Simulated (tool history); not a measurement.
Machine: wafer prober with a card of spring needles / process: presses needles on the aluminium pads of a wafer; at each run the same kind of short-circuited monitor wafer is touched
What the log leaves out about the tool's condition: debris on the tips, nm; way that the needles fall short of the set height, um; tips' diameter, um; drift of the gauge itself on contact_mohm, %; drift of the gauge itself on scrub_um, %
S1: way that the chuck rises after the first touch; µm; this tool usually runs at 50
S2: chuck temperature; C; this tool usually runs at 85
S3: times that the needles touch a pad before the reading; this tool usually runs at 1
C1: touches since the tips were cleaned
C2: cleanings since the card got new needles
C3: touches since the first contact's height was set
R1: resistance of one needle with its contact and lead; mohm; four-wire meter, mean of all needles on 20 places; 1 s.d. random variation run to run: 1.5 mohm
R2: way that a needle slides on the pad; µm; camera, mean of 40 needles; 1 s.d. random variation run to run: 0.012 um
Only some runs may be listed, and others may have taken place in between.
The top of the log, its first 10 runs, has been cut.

At hour 255.2: tips cleaned on abrasive film.
Run 11, hour 257.1: usual settings; C1 561; C2 45; C3 23005. Result: R1 177 mohm, R2 12.61 µm.
At hour 280.9: tips cleaned on abrasive film.
Run 12, hour 290.5: usual settings but S1 30 µm; C1 2886; C2 46; C3 33023. Result: R1 438 mohm, R2 7.36 µm.
At hour 305.8: tips cleaned on abrasive film.
Run 13, hour 319.1: usual settings; C1 4008; C2 47; C3 41595. Result: R1 266 mohm, R2 12.56 µm.
At hour 332.3: tips cleaned on abrasive film.
Run 14, hour 353.8: usual settings; C1 6443; C2 48; C3 51978. Result: R1 296 mohm, R2 12.53 µm.
At hour 360.2: tips cleaned on abrasive film.
Run 15, hour 371.3: usual settings; C1 3339; C2 49; C3 57213. Result: R1 259 mohm, R2 12.47 µm.
At hour 386.6: tips cleaned on abrasive film.
At hour 403.5: height of the first contact set anew, once more.
Run 16, hour 408.2: usual settings; C1 6421; C2 50; C3 1427. Result: R1 284 mohm, R2 13.12 µm.
At hour 414: tips cleaned on abrasive film.
At hour 439.9: tips cleaned on abrasive film.
Run 17, hour 447.8: usual settings; C1 2360; C2 52; C3 13245. Result: R1 232 mohm, R2 13.06 µm.
At hour 466.6: tips cleaned on abrasive film.
Run 18, hour 475: usual settings but S1 59 µm, S2 51 C; C1 2535; C2 53; C3 21407. Result: R1 207 mohm, R2 15.4 µm.
At hour 491.7: tips cleaned on abrasive film.
Run 19, hour 493.5: usual settings but S1 59 µm, S2 51 C; C1 560; C2 54; C3 26938. Result: R1 156 mohm, R2 15.36 µm.
Run 20, hour 511.7: usual settings but S1 59 µm, S2 51 C; C1 6035; C2 54; C3 32413. Result: R1 248 mohm, R2 15.35 µm.
At hour 516.7: tips cleaned on abrasive film.
At hour 541.8: tips cleaned on abrasive film.
Run 21, hour 542: usual settings but S1 59 µm, S2 51 C; C1 58; C2 56; C3 41443. Result: R1 140 mohm, R2 15.28 µm.
At hour 566.9: tips cleaned on abrasive film.
Run 22, hour 578.2: usual settings but S1 59 µm, S2 51 C; C1 3382; C2 57; C3 52298. Result: R1 222 mohm, R2 15.25 µm.

Forecast run 23:
At hour 594.6: tips cleaned on abrasive film.
Run 23, hour 599.5: usual settings but S1 33 µm, S2 111 C; C1 1477; C2 58; C3 58679. Result: R1 ?, R2 ?.

Run 23 produced R1 301 mohm, R2 8.42 µm.
Minus the tool's unlogged condition, the same run would have read R1 143 mohm, R2 8.65 µm.
